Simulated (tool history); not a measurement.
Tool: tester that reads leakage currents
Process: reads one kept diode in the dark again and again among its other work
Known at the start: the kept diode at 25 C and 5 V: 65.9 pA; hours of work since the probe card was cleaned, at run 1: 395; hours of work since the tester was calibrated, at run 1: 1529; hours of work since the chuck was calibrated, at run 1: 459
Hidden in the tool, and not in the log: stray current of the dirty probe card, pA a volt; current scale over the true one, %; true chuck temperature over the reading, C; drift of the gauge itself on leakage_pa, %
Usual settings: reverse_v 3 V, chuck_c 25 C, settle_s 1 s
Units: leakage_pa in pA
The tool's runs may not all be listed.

run	day	reverse_v	chuck_c	settle_s	hours of work since the probe card was cleaned	hours of work since the tester was calibrated	hours of work since the chuck was calibrated	leakage_pa
1	0	3	25	1	395	1529	459	47.37
2	2.258	3	25	1	433	1566	496	46.8
3	4.888	3	28	1	476	1610	540	57.81
4	7.171	3	28	1	514	1647	578	57.48
5	9.767	3	28	1	557	1690	621	56.42
# day 10.012: chuck's temperature calibrated
6	11.608	3	28	1	586	1719	26	65.57
7	13.833	3	25	1	623	1756	63	52.55
8	16.142	3	25	1	661	1794	101	52.56
9	18.712	3	25	1	704	1837	144	51.63
10	20.004	3	25	1	725	1858	165	51.42
11	21.642	8.01	25	7.8	752	1885	192	81.98
12	23.246	13.05	37	1	779	1912	219	237.68
13	25.725	2.4	37	1.08	820	1953	260	104.3
14	27.988	3.21	46	0.31	857	1990	297	216.45
15	29.15	7.27	25	1	876	2010	317	77.77
16	31.783	7.27	25	1	920	2053	360	77.59

Forecast each of these 5 alternatives for the next run:
A	33.221	3.89	25	3.48	944	2077	384	?
B	33.221	1.61	40	0.56	944	2077	384	?
C	33.221	3	25	1.19	944	2077	384	?
D	33.221	11.33	22	3.31	944	2077	384	?
E	33.221	17.91	35	1	944	2077	384	?

run	leakage_pa
A	55.25
B	102.82
C	49.23
D	77.27
E	236.82
Without the tool's hidden state the same runs would have given:
run	leakage_pa
A	58.62
B	111.97
C	52.51
D	78
E	248.61
